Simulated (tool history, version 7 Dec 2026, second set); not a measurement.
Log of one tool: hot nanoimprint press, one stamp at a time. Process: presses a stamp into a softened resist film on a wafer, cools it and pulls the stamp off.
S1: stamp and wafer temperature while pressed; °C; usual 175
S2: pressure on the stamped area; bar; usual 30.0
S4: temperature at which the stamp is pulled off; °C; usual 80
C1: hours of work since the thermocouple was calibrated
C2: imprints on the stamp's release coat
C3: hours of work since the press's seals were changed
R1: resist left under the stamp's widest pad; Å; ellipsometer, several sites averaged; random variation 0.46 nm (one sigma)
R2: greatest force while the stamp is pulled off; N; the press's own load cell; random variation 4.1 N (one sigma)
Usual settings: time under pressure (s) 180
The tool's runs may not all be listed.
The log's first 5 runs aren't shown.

run 6 hour=211.0 | S1=175 S2=30.0 time_under_pressure_(s)=180 S4=80 | C1=270 C2=1201 C3=477 | R1=1448 R2=200
run 7 hour=243.0 | S1=175 S2=30.0 time_under_pressure_(s)=180 S4=80 | C1=287 C2=1264 C3=495 | R1=1451 R2=204
run 8 hour=303.1 | S1=175 S2=30.0 time_under_pressure_(s)=180 S4=80 | C1=320 C2=1383 C3=527 | R1=1451 R2=208
run 9 hour=344.5 | S1=175 S2=30.0 time_under_pressure_(s)=180 S4=80 | C1=342 C2=1464 C3=550 | R1=1448 R2=200
run 10 hour=405.7 | S1=175 S2=30.0 time_under_pressure_(s)=180 S4=80 | C1=376 C2=1585 C3=583 | R1=1454 R2=205
run 11 hour=448.1 | S1=175 S2=30.0 time_under_pressure_(s)=180 S4=80 | C1=399 C2=1668 C3=606 | R1=1456 R2=200
run 12 hour=504.4 | S1=175 S2=24.1 time_under_pressure_(s)=180 S4=80 | C1=429 C2=1779 C3=637 | R1=1606 R2=205
run 13 hour=557.4 | S1=175 S2=29.5 time_under_pressure_(s)=180 S4=80 | C1=458 C2=1884 C3=666 | R1=1467 R2=199
-- hour=564.4 plate thermocouple calibrated
run 14 hour=590.6 | S1=175 S2=29.5 time_under_pressure_(s)=180 S4=80 | C1=14 C2=1943 C3=682 | R1=1467 R2=198
run 15 hour=628.6 | S1=175 S2=29.5 time_under_pressure_(s)=180 S4=80 | C1=35 C2=2018 C3=703 | R1=1469 R2=205
run 16 hour=657.5 | S1=175 S2=30.0 time_under_pressure_(s)=180 S4=86 | C1=51 C2=2075 C3=718 | R1=1452 R2=191
run 17 hour=698.5 | S1=175 S2=30.0 time_under_pressure_(s)=180 S4=86 | C1=73 C2=2156 C3=741 | R1=1453 R2=197
run 18 hour=747.2 | S1=175 S2=24.0 time_under_pressure_(s)=180 S4=80 | C1=99 C2=2252 C3=767 | R1=1620 R2=209
run 19 hour=799.5 | S1=165 S2=18.3 time_under_pressure_(s)=180 S4=80 | C1=128 C2=2355 C3=796 | R1=2357 R2=203
run 20 hour=830.6 | S1=165 S2=18.3 time_under_pressure_(s)=180 S4=80 | C1=145 C2=2416 C3=812 | R1=2362 R2=201
-- hour=850.6 stamp cleaned and given a new release coat
run 21 hour=876.0 | S1=164 S2=28.1 time_under_pressure_(s)=180 S4=80 | C1=166 C2=50 C3=834 | R1=2072 R2=207
run 22 hour=919.2 | S1=164 S2=28.1 time_under_pressure_(s)=147 S4=80 | C1=190 C2=135 C3=857 | R1=2211 R2=199
run 23 hour=945.2 | S1=164 S2=28.1 time_under_pressure_(s)=147 S4=80 | C1=204 C2=186 C3=871 | R1=2210 R2=197
run 24 hour=982.8 | S1=164 S2=28.1 time_under_pressure_(s)=147 S4=77 | C1=224 C2=260 C3=892 | R1=2195 R2=203
run 25 hour=1022.8 | S1=173 S2=18.8 time_under_pressure_(s)=204 S4=83 | C1=246 C2=339 C3=914 | R1=1829 R2=196
run 26 hour=1082.4 | S1=175 S2=23.7 time_under_pressure_(s)=180 S4=80 | C1=278 C2=457 C3=946 | R1=1632 R2=207
run 27 hour=1117.1 | S1=180 S2=36.6 time_under_pressure_(s)=201 S4=80 | C1=297 C2=525 C3=965 | R1=1102 R2=204
run 28 hour=1172.4 | S1=169 S2=34.3 time_under_pressure_(s)=96 S4=67 | C1=327 C2=634 C3=995 | R1=2050 R2=215
run 29 hour=1209.8 | S1=175 S2=30.0 time_under_pressure_(s)=299 S4=81 | C1=347 C2=708 C3=1015 | R1=1197 R2=200
run 30 hour=1245.7 | S1=166 S2=30.0 time_under_pressure_(s)=299 S4=75 | C1=367 C2=778 C3=1035 | R1=1613 R2=216

4 ways to go on from here, each from the tool as it stands after run 30. What would each give?
run A hour=1291.6 | S1=168 S2=30.0 time_under_pressure_(s)=113 S4=69 | C1=392 C2=869 C3=1060 | R1=? R2=?
run B hour=1291.6 | S1=169 S2=30.0 time_under_pressure_(s)=148 S4=75 | C1=392 C2=869 C3=1060 | R1=? R2=?
run C hour=1291.6 | S1=166 S2=30.0 time_under_pressure_(s)=299 S4=81 | C1=392 C2=869 C3=1060 | R1=? R2=?
run D hour=1291.6 | S1=175 S2=30.0 time_under_pressure_(s)=180 S4=85 | C1=392 C2=869 C3=1060 | R1=? R2=?

run=A R1=2109 R2=211
run=B R1=1875 R2=207
run=C R1=1605 R2=194
run=D R1=1463 R2=191
Without the tool's hidden state the same runs would have given:
run=A R1=2079 R2=210
run=B R1=1849 R2=206
run=C R1=1582 R2=193
run=D R1=1442 R2=190
